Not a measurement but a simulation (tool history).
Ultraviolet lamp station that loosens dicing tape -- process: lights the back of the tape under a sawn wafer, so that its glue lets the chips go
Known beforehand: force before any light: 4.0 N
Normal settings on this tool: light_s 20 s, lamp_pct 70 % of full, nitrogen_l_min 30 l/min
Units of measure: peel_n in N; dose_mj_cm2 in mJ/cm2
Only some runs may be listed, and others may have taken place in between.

run   hour  light_s  lamp_pct  nitrogen_l_min  peel_n  dose_mj_cm2
  1      0       20        70              30   0.308          200
  2   12.1       20        70              30    0.32          200
  3   18.8       39        70              30   0.231          396
  4   25.2       39        70              30   0.211          398
  5   36.3       39        70              30   0.214          391
  6   48.7       39        70              30   0.205          391
  7   59.3       20        84              30   0.267          241
  8   66.7       20        84              30   0.272          240
  9   79.7       20        67              30    0.33          192
 10   87.1       20        67              18   0.405          184
 11   95.6       20        67              10   0.484          190
 12  104.4       20        67              10   0.462          193
 13    118       35        75              10   0.239          365
 14  128.3       11        75              10   1.009          113
 15  139.3       11        75              10    0.98          111
 16  152.4       11        75              10   0.998          115
 17  158.2       36        63              30    0.23          316
 18  166.2       36        63              26   0.242          315
 19  174.2       16        92              24   0.327          201
 20  187.1       32        96              31   0.214          418
 21  193.2       32        96              31    0.22          418
 22  205.7       29        73              38   0.232          288
 23  215.6       13        91              21   0.487          161

For some of the steps in peel_n from one run to the next: how much would appear even if the tool had no hidden state, given the settings, what came in and random variation, and how much remains for the hidden state plus any gauge scatter that the measured result and the result without hidden state don't share?
Hidden state at play: lamp's light, % of a new lamp's; light that the window lets through, % of a clean one's; drift of the gauge itself on peel_n, %; drift of the gauge itself on dose_mj_cm2, %.
Run 13 -> 14: light_s 35 -> 11. peel_n +0.77 N: hidden state +0.109, all else +0.661.
Run 16 -> 17: light_s 11 -> 36, lamp_pct 75 -> 63, nitrogen_l_min 10 -> 30. peel_n -0.768 N: hidden state -0.118, all else -0.65.
